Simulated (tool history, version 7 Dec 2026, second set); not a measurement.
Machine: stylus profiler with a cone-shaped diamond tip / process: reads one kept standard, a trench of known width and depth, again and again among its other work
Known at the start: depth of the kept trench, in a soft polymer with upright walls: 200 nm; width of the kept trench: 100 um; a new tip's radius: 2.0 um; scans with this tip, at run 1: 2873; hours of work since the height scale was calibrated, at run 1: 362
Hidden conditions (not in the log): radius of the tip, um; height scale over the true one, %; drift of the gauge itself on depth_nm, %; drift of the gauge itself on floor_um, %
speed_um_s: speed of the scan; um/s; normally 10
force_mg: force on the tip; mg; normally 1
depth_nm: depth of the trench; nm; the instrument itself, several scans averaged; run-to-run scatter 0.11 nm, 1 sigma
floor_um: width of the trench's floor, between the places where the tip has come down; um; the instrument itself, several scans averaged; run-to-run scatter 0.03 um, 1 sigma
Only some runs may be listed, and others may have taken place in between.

| run | hour | speed_um_s | force_mg | scans with this tip | hours of work since the height scale was calibrated | depth_nm | floor_um |
|---|---|---|---|---|---|---|---|
| 1 | 0 | 10 | 1 | 2873 | 362 | 201.45 | 98.19 |
| 2 | 18.2 | 10 | 1 | 2960 | 373 | 201.33 | 98.25 |
| 3 | 44.9 | 22 | 1 | 3086 | 389 | 201.37 | 98.15 |
| 4 | 64 | 22 | 1 | 3177 | 400 | 201.41 | 98.17 |
| 5 | 75.2 | 22 | 1.29 | 3230 | 407 | 201.86 | 98.12 |
| 6 | 87.4 | 10 | 1.29 | 3288 | 414 | 201.73 | 98.2 |
| 7 | 99.2 | 9 | 1 | 3344 | 422 | 201.24 | 98.18 |
| 8 | 111.6 | 9 | 1 | 3403 | 429 | 201.44 | 98.26 |
| 9 | 131.3 | 10 | 1 | 3497 | 441 | 201.41 | 98.18 |
| 10 | 152.4 | 10 | 1 | 3597 | 453 | 201.38 | 98.19 |

Run 11 has not been measured yet. What should we expect?
| 11 | 170.9 | 13 | 1 | 3685 | 464 | ? | ? |

Run 11 gave depth_nm 201.3 nm, floor_um 98.19 um.
Had the tool carried no hidden state, the very same run would have given depth_nm 201.3 nm, floor_um 98.2 um.
